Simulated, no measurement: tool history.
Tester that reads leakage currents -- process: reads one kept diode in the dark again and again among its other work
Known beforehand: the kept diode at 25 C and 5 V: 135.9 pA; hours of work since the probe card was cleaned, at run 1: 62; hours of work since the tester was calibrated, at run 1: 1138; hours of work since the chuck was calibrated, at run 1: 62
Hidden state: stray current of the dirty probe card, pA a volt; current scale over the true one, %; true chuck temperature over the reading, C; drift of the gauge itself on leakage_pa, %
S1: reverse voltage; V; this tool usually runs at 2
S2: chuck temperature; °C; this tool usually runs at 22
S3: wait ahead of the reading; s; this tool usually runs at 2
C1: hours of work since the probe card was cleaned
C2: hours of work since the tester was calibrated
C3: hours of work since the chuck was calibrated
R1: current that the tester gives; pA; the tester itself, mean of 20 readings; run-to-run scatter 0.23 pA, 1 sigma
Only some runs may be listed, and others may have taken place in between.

run	hour	S1	S2	S3	C1	C2	C3	R1
1	0	2	22	2	62	1138	62	74.22
2	82.9	2	22	2	123	1199	123	74.64
3	163.8	2	21	2	183	1259	183	69.55
4	269.2	2	37	2	261	1337	261	223.62
5	320.7	2	22	2	299	1375	299	76.02
6	421.1	2	22	2	373	1449	373	76.93
7	481.7	2	22	1.28	418	1494	418	77.55
8	528.2	2	22	1.28	452	1528	452	77.77
9	601.2	2	22	1.28	506	1582	506	78.09
# hour 612.1: chuck's temperature calibrated
10	658	2	22	1.28	546	1623	34	79
11	728.8	2	22	1.28	599	1675	86	79.27
12	795.7	1.25	22	2	648	1725	136	65.04
13	885.3	1.25	22	2	714	1791	202	66.16
# hour 921: chuck's temperature calibrated, once more
14	939.7	5.01	22	2	753	1829	14	116.37
15	994.9	1.07	22	2	794	1870	55	59.1
16	1085.6	1.07	22	2	861	1937	122	59.65
17	1188.2	16.66	24	5.81	937	2013	197	238.19
18	1262.7	16.66	24	5.81	992	2068	252	240.63
19	1316.6	12.19	34	5.82	1031	2108	292	404.24
20	1378.5	12.19	34	5.82	1077	2154	338	407.38
21	1435.8	2	21	2	1120	2196	380	74.68
# hour 1446.7: probe card cleaned and baked
22	1548.1	2	44	1.29	75	2277	461	365.04
23	1657.7	2	26	1.68	156	2358	542	105.13
24	1723.3	2.89	27	0.5	204	2406	590	133.19
25	1824.1	5.71	22	9.75	279	2480	665	121.83

Run 26 comes next. What will it give?
26	1930.3	5.71	22	9.75	357	2559	743	?

Run 26 yielded R1 123.11 pA.
Were there no unlogged condition in the tool, this run, its random variation unchanged, would have produced R1 114.16 pA.

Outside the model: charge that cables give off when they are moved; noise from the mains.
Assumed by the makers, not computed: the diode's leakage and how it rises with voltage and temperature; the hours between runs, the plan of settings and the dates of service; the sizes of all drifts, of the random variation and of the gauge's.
